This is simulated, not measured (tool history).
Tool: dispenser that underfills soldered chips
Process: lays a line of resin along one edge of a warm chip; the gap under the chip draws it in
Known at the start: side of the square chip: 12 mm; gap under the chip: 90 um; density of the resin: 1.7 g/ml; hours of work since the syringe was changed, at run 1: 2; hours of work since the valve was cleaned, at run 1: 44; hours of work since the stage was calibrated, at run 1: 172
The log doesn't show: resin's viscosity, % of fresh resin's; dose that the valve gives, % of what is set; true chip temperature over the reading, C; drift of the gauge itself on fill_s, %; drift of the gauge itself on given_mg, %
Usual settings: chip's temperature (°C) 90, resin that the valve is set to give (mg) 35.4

run,hour,chip's temperature (°C),resin that the valve is set to give (mg),hours of work since the syringe was changed,hours of work since the valve was cleaned,hours of work since the stage was calibrated,time until the resin shows at the far edge (s),resin that the valve gave (mg)
1,0,90,35.4,2,44,172,48.3,34.22
2,4.4,90,35.4,6,47,175,65.4,33.91
# hour 4.9: new syringe of resin
3,8.9,82,35.4,3,50,178,69.8,33.95
# hour 13: new syringe of resin
4,14.4,79,35.4,1,54,182,67.6,34.03
5,17.2,79,35.4,3,56,184,83.9,33.98
# hour 21.1: new syringe of resin
6,21.1,79,37,0,59,187,60.9,35.25
7,25.9,90,35.4,4,63,190,54.3,33.57
# hour 29.1: new syringe of resin
8,29.5,90,35.7,0,65,193,38.9,33.72
9,35,90,35.7,4,69,197,56.6,33.68
# hour 37.3: new syringe of resin
10,39.6,90,35.7,2,73,200,44.5,33.79
11,42.1,90,35.7,4,74,202,52,33.69
# hour 45.6: new syringe of resin
12,48.1,83,35.4,2,79,206,60.6,32.94
13,52.3,84,35.4,5,82,210,78.7,33.03
# hour 53.8: new syringe of resin
14,55.1,84,35.4,1,84,211,53.1,33.09
15,59,84,35.4,4,87,214,69.4,32.96
# hour 61.8: new syringe of resin
16,64.5,84,35.4,2,90,218,58.7,32.95
17,67.3,90,31.7,4,92,220,56.4,29.65
# hour 70.1: new syringe of resin
18,72.1,90,31.7,1,96,224,45.4,29.36
# hour 74.8: dispensing valve cleaned and set on the balance
19,78,96,39.9,5,2,227,46.7,39.98
# hour 79.3: new syringe of resin
20,81.7,94,35.4,2,5,230,37.5,35.25
21,86.8,102,30.4,6,9,234,39.7,30.3
# hour 87.6: new syringe of resin
22,90.9,103,42.6,3,12,236,27,42.31
23,94.5,90,42,5,14,239,58.4,41.41
# hour 95.9: new syringe of resin
24,98.9,89,42,2,17,242,47,41.49
# hour 104.3: new syringe of resin
25,104.3,80,38.9,0,21,246,56.4,38.09
26,107.1,93,35.6,2,23,248,40.1,34.79
27,111.2,104,35.4,5,26,251,35.1,34.89
# hour 112.3: new syringe of resin
28,115.8,104,35.4,3,29,254,26.8,34.54
29,118.4,102,30.8,5,31,256,36.2,30.19
# hour 120.6: new syringe of resin
30,122.7,103,34.9,2,34,259,25.6,33.98
31,128.2,103,34.9,6,39,263,37.1,33.64
# hour 128.9: new syringe of resin
32,131.6,88,33,2,41,266,49.6,31.85
33,134.7,87,32,4,43,268,63.7,30.8
# hour 137: new syringe of resin
34,140.9,75,36,3,48,272,90.7,34.52
# hour 145: new syringe of resin
35,145.6,75,36,0,51,276,73.6,34.38

Hidden state at the last listed run before each entry between runs and at the first one after, where it differs:
Between runs 2 and 3: new syringe of resin (hour 4.9)
  resin's viscosity, % of fresh resin's: 167.6 -> 130.9; dose that the valve gives, % of what is set: 96.24 -> 96.01; true chip temperature over the reading, C: 1.31 -> 1.33
  measured less the result without the state, time until the resin shows at the far edge (s): +24.2 -> +13.7; resin that the valve gave (mg): -1.32 -> -1.41
Between runs 3 and 4: new syringe of resin (hour 13)
  resin's viscosity, % of fresh resin's: 130.9 -> 112.5; dose that the valve gives, % of what is set: 96.01 -> 95.73; true chip temperature over the reading, C: 1.33 -> 1.36
  measured less the result without the state, time until the resin shows at the far edge (s): +13.7 -> +4.2; resin that the valve gave (mg): -1.41 -> -1.52
Between runs 5 and 6: new syringe of resin (hour 21.1)
  resin's viscosity, % of fresh resin's: 135.7 -> 102; dose that the valve gives, % of what is set: 95.55 -> 95.36; true chip temperature over the reading, C: 1.37 -> 1.39
  measured less the result without the state, time until the resin shows at the far edge (s): +18.6 -> -2.3; resin that the valve gave (mg): -1.58 -> -1.72
Between runs 7 and 8: new syringe of resin (hour 29.1)
  resin's viscosity, % of fresh resin's: 140.6 -> 102.5; dose that the valve gives, % of what is set: 95.08 -> 94.9; true chip temperature over the reading, C: 1.42 -> 1.43
  measured less the result without the state, time until the resin shows at the far edge (s): +13.6 -> -1.1; resin that the valve gave (mg): -1.74 -> -1.81
Between runs 9 and 10: new syringe of resin (hour 37.3)
  resin's viscosity, % of fresh resin's: 148.1 -> 116.9; dose that the valve gives, % of what is set: 94.57 -> 94.35; true chip temperature over the reading, C: 1.46 -> 1.49
  measured less the result without the state, time until the resin shows at the far edge (s): +16.3 -> +4.4; resin that the valve gave (mg): -1.94 -> -2.03
Between runs 11 and 12: new syringe of resin (hour 45.6)
  resin's viscosity, % of fresh resin's: 138.2 -> 118.1; dose that the valve gives, % of what is set: 94.2 -> 93.86; true chip temperature over the reading, C: 1.5 -> 1.53
  measured less the result without the state, time until the resin shows at the far edge (s): +12.1 -> +6.3; resin that the valve gave (mg): -2.07 -> -2.16
Between runs 13 and 14: new syringe of resin (hour 53.8)
  resin's viscosity, % of fresh resin's: 157.1 -> 108.3; dose that the valve gives, % of what is set: 93.6 -> 93.46; true chip temperature over the reading, C: 1.55 -> 1.57
  measured less the result without the state, time until the resin shows at the far edge (s): +25.5 -> +1.2; resin that the valve gave (mg): -2.25 -> -2.31
Between runs 15 and 16: new syringe of resin (hour 61.8)
  resin's viscosity, % of fresh resin's: 140.6 -> 118.6; dose that the valve gives, % of what is set: 93.23 -> 92.95; true chip temperature over the reading, C: 1.59 -> 1.62
  measured less the result without the state, time until the resin shows at the far edge (s): +17 -> +6.1; resin that the valve gave (mg): -2.39 -> -2.51
Between runs 17 and 18: new syringe of resin (hour 70.1)
  resin's viscosity, % of fresh resin's: 143 -> 115.3; dose that the valve gives, % of what is set: 92.79 -> 92.53; true chip temperature over the reading, C: 1.63 -> 1.66
  measured less the result without the state, time until the resin shows at the far edge (s): +14.9 -> +4; resin that the valve gave (mg): -2.3 -> -2.37
Between runs 18 and 19: dispensing valve cleaned and set on the balance (hour 74.8)
  resin's viscosity, % of fresh resin's: 115.3 -> 160; dose that the valve gives, % of what is set: 92.53 -> 99.85; true chip temperature over the reading, C: 1.66 -> 1.68
  measured less the result without the state, time until the resin shows at the far edge (s): +4 -> +15.5; resin that the valve gave (mg): -2.37 -> -0.06
Between runs 19 and 20: new syringe of resin (hour 79.3)
  resin's viscosity, % of fresh resin's: 160 -> 117.6; dose that the valve gives, % of what is set: 99.85 -> 99.66; true chip temperature over the reading, C: 1.68 -> 1.7
  measured less the result without the state, time until the resin shows at the far edge (s): +15.5 -> +3.4; resin that the valve gave (mg): -0.06 -> -0.12
Between runs 21 and 22: new syringe of resin (hour 87.6)
  resin's viscosity, % of fresh resin's: 165.1 -> 123.7; dose that the valve gives, % of what is set: 99.38 -> 99.16; true chip temperature over the reading, C: 1.73 -> 1.75
  measured less the result without the state, time until the resin shows at the far edge (s): +14.1 -> +3.7; resin that the valve gave (mg): -0.19 -> -0.36
Between runs 23 and 24: new syringe of resin (hour 95.9)
  resin's viscosity, % of fresh resin's: 157.1 -> 120.1; dose that the valve gives, % of what is set: 98.96 -> 98.74; true chip temperature over the reading, C: 1.77 -> 1.79
  measured less the result without the state, time until the resin shows at the far edge (s): +18.4 -> +4.9; resin that the valve gave (mg): -0.44 -> -0.53
Between runs 24 and 25: new syringe of resin (hour 104.3)
  resin's viscosity, % of fresh resin's: 120.1 -> 99.2; dose that the valve gives, % of what is set: 98.74 -> 98.43; true chip temperature over the reading, C: 1.79 -> 1.82
  measured less the result without the state, time until the resin shows at the far edge (s): +4.9 -> -5.1; resin that the valve gave (mg): -0.53 -> -0.61
Between runs 27 and 28: new syringe of resin (hour 112.3)
  resin's viscosity, % of fresh resin's: 157.5 -> 124.6; dose that the valve gives, % of what is set: 98.04 -> 97.78; true chip temperature over the reading, C: 1.85 -> 1.88
  measured less the result without the state, time until the resin shows at the far edge (s): +11.1 -> +3.7; resin that the valve gave (mg): -0.7 -> -0.79
Between runs 29 and 30: new syringe of resin (hour 120.6)
  resin's viscosity, % of fresh resin's: 148.7 -> 112.9; dose that the valve gives, % of what is set: 97.59 -> 97.34; true chip temperature over the reading, C: 1.89 -> 1.91
  measured less the result without the state, time until the resin shows at the far edge (s): +10.2 -> +1.2; resin that the valve gave (mg): -0.74 -> -0.92
Between runs 31 and 32: new syringe of resin (hour 128.9)
  resin's viscosity, % of fresh resin's: 163.1 -> 120.2; dose that the valve gives, % of what is set: 97.02 -> 96.85; true chip temperature over the reading, C: 1.94 -> 1.96
  measured less the result without the state, time until the resin shows at the far edge (s): +12.6 -> +5.1; resin that the valve gave (mg): -1.04 -> -1.03
Between runs 33 and 34: new syringe of resin (hour 137)
  resin's viscosity, % of fresh resin's: 148.2 -> 128.9; dose that the valve gives, % of what is set: 96.66 -> 96.34; true chip temperature over the reading, C: 1.97 -> 2
  measured less the result without the state, time until the resin shows at the far edge (s): +17.5 -> +14; resin that the valve gave (mg): -1.07 -> -1.31
Between runs 34 and 35: new syringe of resin (hour 145)
  resin's viscosity, % of fresh resin's: 128.9 -> 103.4; dose that the valve gives, % of what is set: 96.34 -> 96.11; true chip temperature over the reading, C: 2 -> 2.02
  measured less the result without the state, time until the resin shows at the far edge (s): +14 -> -3.9; resin that the valve gave (mg): -1.31 -> -1.39
